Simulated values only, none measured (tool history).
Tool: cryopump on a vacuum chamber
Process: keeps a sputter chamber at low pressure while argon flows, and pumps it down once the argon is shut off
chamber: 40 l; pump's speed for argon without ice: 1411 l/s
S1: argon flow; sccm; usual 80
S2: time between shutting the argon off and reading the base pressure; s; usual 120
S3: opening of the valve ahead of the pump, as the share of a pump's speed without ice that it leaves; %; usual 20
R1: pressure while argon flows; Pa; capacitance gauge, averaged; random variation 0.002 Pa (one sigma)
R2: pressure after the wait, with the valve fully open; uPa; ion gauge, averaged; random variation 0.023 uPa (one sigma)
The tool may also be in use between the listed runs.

run    hour   S1   S2  S3      R1    R2
  1     0.0   80  120  20  0.4923  0.81
  2    51.1   80  120  20  0.4952  0.84
  3    80.2   80  120  20  0.5003  0.85
  4   125.1   80  120  20  0.5011  0.84
  5   159.8   38  120  20  0.2373  0.89
  6   202.8   80  120  20  0.5076  0.93
  7   249.1   80  120  20  0.4786  0.86
  8   280.8   80  120  20  0.4778  0.92
  9   334.7   80  120  20  0.4845  0.90
 10   358.8   80  120  20  0.4825  0.94
 11   386.4   80  120  28  0.3493  0.99
 12   433.2  134  120  28  0.5857  0.95
 13   468.9  134  120  28  0.5908  0.99
 14   517.4  134  120  28  0.5981  1.04
 15   569.9  134  120  28  0.5966  1.07
 16   608.2  134  120  28  0.6025  1.10
 17   661.2  134  120  28  0.6064  1.14
 18   715.1   60   29  19  0.3948  2.73
 19   774.6  149  120  57  0.3200  1.08
 20   824.5  149  120  57  0.3232  1.09
 21   867.3  149  120  57  0.3274  1.16
 22   901.2  149  120  57  0.3291  1.15
 23   937.4  106  120  16  0.8037  1.22
 24   994.1   79   47  57  0.1774  2.06
 25  1025.8   36   45  25  0.1768  2.17
 26  1081.1   94  101  30  0.3955  1.37
 27  1115.0   94  101  30  0.3978  1.44
 28  1171.3  114   25  20  0.7153  3.26
 29  1227.4  153   59  25  0.7745  1.97
 30  1265.6  153   59  25  0.7866  2.00
 31  1297.2   37  102  19  0.2342  1.38
 32  1329.6   58  219  20  0.3513  1.11
 33  1358.1   49  205  48  0.1251  1.11
 34  1395.3   49  193  48  0.1267  1.17

Taken out of this log: 3 entries between the listed runs. Where each belongs, and how the hidden state differs across it:
Between runs 6 and 7: pump warmed up, emptied and cooled again (hour 223.1)
  pump's speed, % of a pump's without ice: 79.8 -> 98.7; cold plate's temperature, K: 12.39 -> 12.4; leak into the chamber, uPa l/s: 463 -> 487
  measured less the result without the state, R1: +0.0254 -> +0.0021 Pa; R2: +0.20 -> +0.14 uPa
Between runs 18 and 19: pump warmed up, emptied and cooled again (hour 751.1)
  pump's speed, % of a pump's without ice: 82 -> 98; cold plate's temperature, K: 12.57 -> 12.58; leak into the chamber, uPa l/s: 742 -> 772
  measured less the result without the state, R1: +0.0167 -> +0.0059 Pa; R2: +0.43 -> +0.35 uPa
Between runs 30 and 31: pump warmed up, emptied and cooled again (hour 1275.6)
  pump's speed, % of a pump's without ice: 79.9 -> 99.1; cold plate's temperature, K: 12.75 -> 12.76; leak into the chamber, uPa l/s: 1041 -> 1057
  measured less the result without the state, R1: +0.0497 -> +0.0011 Pa; R2: +0.72 -> +0.56 uPa
